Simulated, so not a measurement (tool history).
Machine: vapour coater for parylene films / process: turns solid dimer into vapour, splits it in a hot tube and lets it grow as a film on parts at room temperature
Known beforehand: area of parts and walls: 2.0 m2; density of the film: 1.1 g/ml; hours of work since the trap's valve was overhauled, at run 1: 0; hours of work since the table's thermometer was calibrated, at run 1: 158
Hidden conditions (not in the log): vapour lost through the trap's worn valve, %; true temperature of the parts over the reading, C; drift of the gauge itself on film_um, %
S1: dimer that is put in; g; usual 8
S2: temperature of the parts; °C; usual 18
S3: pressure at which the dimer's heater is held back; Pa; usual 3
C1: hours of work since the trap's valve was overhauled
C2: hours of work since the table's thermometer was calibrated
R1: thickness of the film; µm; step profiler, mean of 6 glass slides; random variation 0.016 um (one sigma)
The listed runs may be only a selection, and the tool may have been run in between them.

run     day  S1  S2    S3   C1   C2    R1
  1       0   8  18     3    0  158  2.29
  2   0.954  14  18     3   12  170  4.02
  3   1.612   8  18  5.92   19  178  2.06
  4     2.2   8  18  5.92   27  185  2.03
  5   2.892   8  18  5.92   35  193  2.05
  6   3.688   8  18  5.92   44  203  2.03
  7     4.7   8  18  5.92   57  215  2.03
  8   5.538   8  18  5.92   67  225  2.04
  9   6.254   8  18  5.92   75  234  2.05
 10   7.304   8  18     3   88  246  2.26
 11   7.888   8  24     3   95  253  1.74
 12   8.442   8  18     3  102  260  2.29
 13   9.433   8  18     3  114  272  2.26
 14  10.021   8  14     3  121  279  2.65
 15  11.079   6  18     3  134  292  1.68
     11.212  -- table's thermometer calibrated
 16  11.875   8  18  4.49  143    8  2.08
 17  12.704   8  18  4.49  153   18  2.08
 18  13.796   8  18  4.49  166   31  2.07
 19  14.429   8  18     3  174   39  2.21
 20  15.204   8  18     3  183   48  2.22
 21  15.921   8  18     3  192   57  2.22
     16.783  -- table's thermometer calibrated, once more
 22  16.904   8  18   8.4  203    1   1.9
 23  17.929   8  19     3  215   14  2.14
 24  18.471   8  18  4.27  222   20  2.14
 25  19.046   8  18  3.56  229   27  2.19

Run 26 is up next; what results do you expect?
 26  19.504  12  18  3.32  234  33   ?

Run 26 measured R1 3.31 µm.
With the hidden condition absent and the run-to-run variation left alone, this run would have shown R1 3.45 µm.
